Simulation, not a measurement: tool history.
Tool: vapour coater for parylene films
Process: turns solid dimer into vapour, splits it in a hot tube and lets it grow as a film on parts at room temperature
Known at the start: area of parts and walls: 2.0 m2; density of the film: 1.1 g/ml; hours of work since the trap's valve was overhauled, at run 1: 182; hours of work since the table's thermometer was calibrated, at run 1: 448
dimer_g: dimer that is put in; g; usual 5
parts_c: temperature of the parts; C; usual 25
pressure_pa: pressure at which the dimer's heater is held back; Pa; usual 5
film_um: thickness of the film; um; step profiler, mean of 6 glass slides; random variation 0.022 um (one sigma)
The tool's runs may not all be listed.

run   hour  dimer_g  parts_c  pressure_pa  hours of work since the trap's valve was overhauled  hours of work since the table's thermometer was calibrated  film_um
  1      0        5       25            5                                                  182                                                         448      0.9
  2   14.8        5       25            5                                                  194                                                         460      0.9
  3   30.5        5       25         3.47                                                  206                                                         472     0.93
      45.7  -- trap's valve overhauled
  4   46.9        5       25         3.47                                                    1                                                         482     1.13
  5   68.1        5       34         3.47                                                   18                                                         498     0.88
  6   79.3        5       25         3.02                                                   26                                                         507     1.15
  7  102.8        5       25         3.02                                                   45                                                         525     1.12
  8    124        5       25            5                                                   61                                                         542     1.03
  9  147.4        5       27            5                                                   80                                                         561     0.98
 10  160.8        5       27            5                                                   90                                                         571     0.96
 11  172.2        3       25            5                                                   99                                                         580     0.59
 12  193.4        3       37            5                                                  116                                                         597     0.41
 13  212.1        3       37         2.53                                                  130                                                         611     0.46
 14  233.5        3       37         2.53                                                  147                                                         628     0.49
 15  246.6        5       29            5                                                  158                                                         638     0.85
 16  261.3        5       29            5                                                  169                                                         650     0.87
 17  283.6        5       29            5                                                  187                                                         667     0.82
 18  299.8        5       25            5                                                  199                                                         680     0.88
 19  317.5        5       25            5                                                  213                                                         694     0.87
     323.9  -- trap's valve overhauled
 20  334.2        5       25            5                                                    8                                                         704     1.05
 21  348.8        3       25            5                                                   20                                                         715     0.65
 22  363.2        5       25            5                                                   31                                                         727     1.02
 23  377.3        6       25            5                                                   42                                                         738     1.27
 24  390.3        8       24            4                                                   52                                                         748     1.75
 25  409.6        8       24            4                                                   67                                                         763     1.75
 26  431.2        8       24            4                                                   84                                                         780      1.7
 27  442.7        3       18        11.52                                                   93                                                         789     0.64
 28  463.9        2       25         5.22                                                  110                                                         806     0.38
 29    488        8       25         2.42                                                  129                                                         824     1.78
 30  506.5        5       18            5                                                  143                                                         839     1.16
 31    529        5       18            5                                                  161                                                         857     1.17
 32  555.2        5       28         2.23                                                  181                                                         877     0.98
 33  566.9        3       21            5                                                  191                                                         886      0.6
 34  581.1        3       21            5                                                  202                                                         898     0.61
     601.1  -- trap's valve overhauled
 35  606.3        2       36          6.5                                                    4                                                         914     0.29
 36  617.1        9       30         4.43                                                   13                                                         923     1.74
 37  634.5        5       35         2.73                                                   26                                                         936      0.9
 38  656.6        5       35         4.67                                                   44                                                         954      0.8
 39  669.2        5       35            5                                                   53                                                         964     0.76
 40  691.7        5       35            5                                                   71                                                         981     0.81
 41  711.4        4       28         4.81                                                   87                                                         997     0.76
 42  724.8        4       28         4.81                                                   97                                                        1007     0.76
 43  742.9        7       30         2.25                                                  111                                                        1021     1.46
 44  764.3        5       30         2.46                                                  128                                                        1038     0.97

Hidden state at the last listed run before each entry between runs and at the first one after, where it differs:
Between runs 3 and 4: trap's valve overhauled (hour 45.7)
  vapour lost through the trap's worn valve, %: 14.8 -> 0.9
  measured less the result without the state, film_um: -0.15 -> +0.01 um
Between runs 19 and 20: trap's valve overhauled (hour 323.9)
  vapour lost through the trap's worn valve, %: 15.3 -> 0.8; true temperature of the parts over the reading, C: -0.76 -> -0.77
  measured less the result without the state, film_um: -0.15 -> +0.01 um
Between runs 34 and 35: trap's valve overhauled (hour 601.1)
  vapour lost through the trap's worn valve, %: 13.9 -> 0.3; true temperature of the parts over the reading, C: -0.95 -> -0.96
  measured less the result without the state, film_um: -0.08 -> +0.01 um
